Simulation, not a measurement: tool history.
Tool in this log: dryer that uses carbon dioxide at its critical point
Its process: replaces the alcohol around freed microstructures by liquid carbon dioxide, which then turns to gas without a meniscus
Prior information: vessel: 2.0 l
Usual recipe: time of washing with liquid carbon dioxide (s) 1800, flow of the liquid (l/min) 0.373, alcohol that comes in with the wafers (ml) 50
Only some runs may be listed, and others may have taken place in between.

| run | hour | time of washing with liquid carbon dioxide (s) | flow of the liquid (l/min) | alcohol that comes in with the wafers (ml) | alcohol left in the vessel before it's heated (ppm by volume) |
|---|---|---|---|---|---|
| 1 | 0 | 1800 | 0.373 | 50 | 455 |
| 2 | 22 | 1800 | 0.284 | 50 | 1037 |
| 3 | 32.9 | 1800 | 0.284 | 50 | 1059 |
| 4 | 44.4 | 1800 | 0.373 | 50 | 467 |
| 5 | 65.9 | 1740 | 0.373 | 50 | 528 |
| 6 | 77.9 | 1800 | 0.373 | 58 | 549 |
| 7 | 90.5 | 1800 | 0.373 | 58 | 524 |
| 8 | 108.1 | 1800 | 0.373 | 50 | 485 |
| 9 | 122.8 | 1800 | 0.373 | 41 | 441 |
| 10 | 132.7 | 1800 | 0.282 | 50 | 1179 |
| 11 | 150.2 | 1800 | 0.282 | 50 | 1194 |
| 12 | 164.3 | 2220 | 0.373 | 49 | 296 |
| 13 | 178.4 | 1740 | 0.293 | 35 | 878 |
| 14 | 191.8 | 1740 | 0.293 | 35 | 899 |
| 15 | 212.3 | 1740 | 0.293 | 35 | 907 |
| 16 | 234.4 | 1260 | 0.392 | 23 | 692 |
| 17 | 250.9 | 1560 | 0.501 | 62 | 336 |
| 18 | 261.1 | 1560 | 0.501 | 62 | 318 |
| 19 | 275.3 | 1500 | 0.343 | 81 | 1384 |
| 20 | 289.4 | 1800 | 0.229 | 52 | 1818 |

Not shown here: 1 entry made in the log between runs. Locate each between two listed runs and compare the hidden state at the listed run before it with the hidden state at the listed run after it:
Logged between run 16 and run 17: inlet filter changed (hour 242.7)
  flow that reaches the vessel past the clogged filter, %: 90.6 -> 99.4; alcohol in the recycled carbon dioxide, ppm: 200.7 -> 204.4
  measured result minus the result with no hidden state, alcohol left in the vessel before it's heated (ppm by volume): +330 -> +204
